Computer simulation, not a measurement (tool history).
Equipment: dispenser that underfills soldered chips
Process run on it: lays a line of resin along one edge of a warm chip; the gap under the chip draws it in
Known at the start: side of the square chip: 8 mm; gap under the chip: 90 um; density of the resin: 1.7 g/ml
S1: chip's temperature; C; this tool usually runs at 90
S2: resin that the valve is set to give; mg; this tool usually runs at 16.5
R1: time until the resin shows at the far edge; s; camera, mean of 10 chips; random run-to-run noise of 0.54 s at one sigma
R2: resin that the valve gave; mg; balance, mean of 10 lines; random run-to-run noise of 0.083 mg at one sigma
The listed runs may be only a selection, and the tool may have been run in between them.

| run | day | S1 | S2 | R1 | R2 |
|---|---|---|---|---|---|
| 1 | 0 | 90 | 16.5 | 50.1 | 16.33 |
| 2 | 0.321 | 90 | 21.3 | 67 | 20.96 |
| 3 | 0.504 | 90 | 16.5 | 79.4 | 16.15 |
|  | 0.604 | new syringe of resin |
| 4 | 0.871 | 90 | 16.5 | 59.9 | 16.24 |
| 5 | 1.167 | 90 | 18 | 76 | 17.48 |
|  | 1.279 | new syringe of resin |
| 6 | 1.492 | 90 | 21.2 | 55.8 | 20.72 |
| 7 | 1.85 | 90 | 21.2 | 78 | 20.72 |
|  | 1.958 | new syringe of resin |
| 8 | 2.208 | 90 | 21.2 | 58.1 | 20.73 |
| 9 | 2.55 | 90 | 21.2 | 82.1 | 20.43 |
|  | 2.629 | new syringe of resin |
| 10 | 2.942 | 90 | 17.9 | 62.2 | 17.31 |
| 11 | 3.283 | 90 | 17.9 | 84.4 | 17.31 |
|  | 3.317 | new syringe of resin |
| 12 | 3.592 | 90 | 17.9 | 59.9 | 17.24 |
|  | 3.871 | dispensing valve cleaned and set on the balance |
| 13 | 3.904 | 90 | 16.5 | 76.4 | 16.65 |
|  | 4.042 | new syringe of resin |
| 14 | 4.083 | 90 | 16.5 | 51.2 | 16.46 |
| 15 | 4.412 | 91 | 16.5 | 64.3 | 16.42 |
|  | 4.721 | new syringe of resin |
| 16 | 4.721 | 77 | 16.4 | 91.5 | 16.33 |
| 17 | 5.021 | 77 | 16.4 | 118.4 | 16.42 |
| 18 | 5.321 | 90 | 17 | 82 | 16.85 |
|  | 5.408 | new syringe of resin |
| 19 | 5.592 | 90 | 17 | 56.9 | 16.91 |
| 20 | 5.979 | 102 | 20.2 | 47 | 19.85 |
|  | 6.083 | new syringe of resin |
| 21 | 6.296 | 78 | 19.8 | 102.5 | 19.21 |
| 22 | 6.483 | 99 | 15.8 | 46.9 | 15.56 |
|  | 6.775 | new syringe of resin |
| 23 | 6.775 | 81 | 18.4 | 71.7 | 17.85 |
| 24 | 7.167 | 95 | 17.4 | 53.8 | 17.05 |
|  | 7.462 | new syringe of resin |
| 25 | 7.488 | 95 | 17.4 | 38.6 | 16.88 |
| 26 | 7.712 | 95 | 17.4 | 46.9 | 16.83 |
| 27 | 8.1 | 78 | 15.5 | 149.7 | 15.1 |
|  | 8.129 | new syringe of resin |
| 28 | 8.442 | 78 | 15.5 | 116.9 | 14.85 |
| 29 | 8.658 | 83 | 18.2 | 110.4 | 17.53 |

Alternative continuations, all from the tool just after run 29; predict every row:
|  | 8.817 | new syringe of resin |
| A | 8.892 | 90 | 17.6 | ? | ? |
|  | 8.817 | new syringe of resin |
| B | 8.892 | 97 | 16.2 | ? | ? |
|  | 8.817 | new syringe of resin |
| C | 8.892 | 78 | 18.2 | ? | ? |
|  | 8.817 | new syringe of resin |
| D | 8.892 | 92 | 16.8 | ? | ? |

| run | R1 | R2 |
|---|---|---|
| A | 50.6 | 16.88 |
| B | 38.2 | 15.38 |
| C | 90.8 | 17.43 |
| D | 47.3 | 16.08 |
Stripped of hidden state, with their random variation kept, the same runs would have yielded:
| run | R1 | R2 |
|---|---|---|
| A | 44.3 | 17.57 |
| B | 33.4 | 16 |
| C | 79.1 | 18.13 |
| D | 41.4 | 16.73 |

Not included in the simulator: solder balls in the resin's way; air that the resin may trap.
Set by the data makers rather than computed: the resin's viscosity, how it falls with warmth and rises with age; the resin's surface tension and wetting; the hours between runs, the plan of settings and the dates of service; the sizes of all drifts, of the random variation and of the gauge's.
